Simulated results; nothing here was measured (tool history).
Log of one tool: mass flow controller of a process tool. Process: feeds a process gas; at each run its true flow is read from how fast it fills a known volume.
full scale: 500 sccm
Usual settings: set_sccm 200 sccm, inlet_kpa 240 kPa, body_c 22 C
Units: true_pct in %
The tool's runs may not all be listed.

run 1 hour=0 | set_sccm=200 inlet_kpa=240 body_c=22 | true_pct=100.12
run 2 hour=69.6 | set_sccm=200 inlet_kpa=240 body_c=22 | true_pct=100.28
run 3 hour=116.1 | set_sccm=200 inlet_kpa=240 body_c=22 | true_pct=100.02
run 4 hour=180 | set_sccm=200 inlet_kpa=240 body_c=22 | true_pct=100
run 5 hour=254.2 | set_sccm=200 inlet_kpa=240 body_c=31 | true_pct=99.49
run 6 hour=290.4 | set_sccm=200 inlet_kpa=196 body_c=22 | true_pct=99.98
run 7 hour=338.5 | set_sccm=200 inlet_kpa=216 body_c=22 | true_pct=100.02
run 8 hour=415 | set_sccm=257 inlet_kpa=203 body_c=22 | true_pct=100.12
run 9 hour=459.7 | set_sccm=116 inlet_kpa=164 body_c=22 | true_pct=99.75
run 10 hour=521.5 | set_sccm=116 inlet_kpa=249 body_c=25 | true_pct=99.81
run 11 hour=559.9 | set_sccm=116 inlet_kpa=249 body_c=25 | true_pct=99.86
run 12 hour=612.4 | set_sccm=116 inlet_kpa=249 body_c=25 | true_pct=100
run 13 hour=681.6 | set_sccm=176 inlet_kpa=240 body_c=36 | true_pct=99.07

Forecast each of these 4 alternatives for the next run:
run A hour=749.8 | set_sccm=291 inlet_kpa=240 body_c=36 | true_pct=?
run B hour=749.8 | set_sccm=200 inlet_kpa=240 body_c=25 | true_pct=?
run C hour=749.8 | set_sccm=383 inlet_kpa=240 body_c=36 | true_pct=?
run D hour=749.8 | set_sccm=176 inlet_kpa=228 body_c=38 | true_pct=?

run=A true_pct=99.13
run=B true_pct=99.98
run=C true_pct=99.33
run=D true_pct=99
Without the tool's hidden state the same runs would have given:
run=A true_pct=99.14
run=B true_pct=99.99
run=C true_pct=99.34
run=D true_pct=99.01
